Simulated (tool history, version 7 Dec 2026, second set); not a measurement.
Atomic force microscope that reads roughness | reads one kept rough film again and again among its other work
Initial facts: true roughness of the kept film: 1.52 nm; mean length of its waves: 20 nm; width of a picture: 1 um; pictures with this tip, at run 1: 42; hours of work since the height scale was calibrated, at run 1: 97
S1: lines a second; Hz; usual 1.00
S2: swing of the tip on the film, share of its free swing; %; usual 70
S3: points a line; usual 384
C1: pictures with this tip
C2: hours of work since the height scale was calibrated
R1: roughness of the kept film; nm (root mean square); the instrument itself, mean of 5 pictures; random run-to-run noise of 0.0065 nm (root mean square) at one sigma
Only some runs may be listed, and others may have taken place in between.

run   hour    S1  S2   S3   C1   C2     R1
  1    0.0  1.00  70  384   42   97  1.143
  2    9.1  1.00  70  384   55  101  1.130
  3   17.2  1.00  63  384   66  104  1.101
  4   23.9  1.00  55  384   76  107  1.087
  5   29.4  1.00  70  384   83  109  1.062
  6   36.8  1.00  70  384   94  112  1.040
  7   46.0  1.66  70  384  107  116  1.005
  8   54.4  1.00  58  384  119  120  1.010
  9   63.6  1.00  58  384  132  123  0.986
 10   74.6  1.00  58  384  147  128  0.973
 11   85.7  1.00  58  384  163  132  0.952
 12   91.9  1.70  70  384  172  135  0.904
 13   99.8  1.00  70  384  183  138  0.906
 14  109.2  1.00  70  384  196  142  0.883
 15  114.5  1.00  70  384  204  144  0.876
     121.3  -- new tip fitted
 16  125.9  1.00  70  384    7  148  1.256
 17  132.6  1.00  70  384   17  151  1.217
 18  139.7  1.00  70  384   26  154  1.201
 19  148.4  1.00  70  384   39  158  1.160
 20  154.7  1.00  70  384   48  160  1.148
 21  165.4  1.00  70  384   63  164  1.110
 22  174.4  0.70  70  384   75  168  1.091
 23  182.3  1.00  70  384   87  171  1.069
 24  187.0  1.00  70  384   93  173  1.059
 25  192.0  1.00  70  384  100  175  1.036
 26  201.7  1.00  70  384  114  179  1.004
 27  206.8  1.00  70  384  121  181  0.990
 28  214.0  3.35  66  758  131  184  0.946
 29  222.8  1.20  86  517  144  188  0.932
 30  229.8  1.20  86  517  154  191  0.907
 31  239.5  1.84  57  287  167  195  0.912
 32  249.1  1.00  79  912  181  198  0.897
 33  258.1  1.00  79  912  194  202  0.877
 34  265.6  1.00  61  679  204  205  0.891
     271.4  -- new tip fitted
 35  271.5  1.00  61  679    0  207  1.278
 36  282.7  2.58  71  309   16  212  1.151
 37  290.1  2.58  71  309   26  215  1.123
 38  300.2  0.88  73  309   40  219  1.140
 39  311.5  1.20  70  384   56  224  1.110
 40  318.7  1.00  63  380   66  227  1.098
 41  326.6  1.00  63  380   77  230  1.087
 42  334.5  1.00  63  380   89  233  1.059
 43  342.0  0.75  60  769   99  236  1.056
 44  346.7  1.00  87  384  106  238  0.977
 45  354.2  1.16  55  410  116  241  1.019
 46  364.8  1.00  68  558  131  245  0.978
 47  374.1  1.00  70  389  145  249  0.945
 48  381.3  1.75  80  384  155  252  0.893
 49  389.1  1.75  73  955  166  255  0.904
 50  395.5  1.75  73  955  175  258  0.890
 51  403.5  1.75  73  955  186  261  0.875
 52  408.4  1.59  70  839  193  263  0.877

What if the next run were any one of these 4? Each begins from the tool's condition after run 52:
  A  415.5  2.14  66  839  203  266   ?
  B  415.5  1.27  64  697  203  266   ?
  C  415.5  1.59  67  268  203  266   ?
  D  415.5  1.17  70  876  203  266   ?

run     R1
  A  0.868
  B  0.873
  C  0.845
  D  0.874
Had the tool no hidden state, the same runs would have come out as:
run     R1
  A  1.271
  B  1.279
  C  1.237
  D  1.280
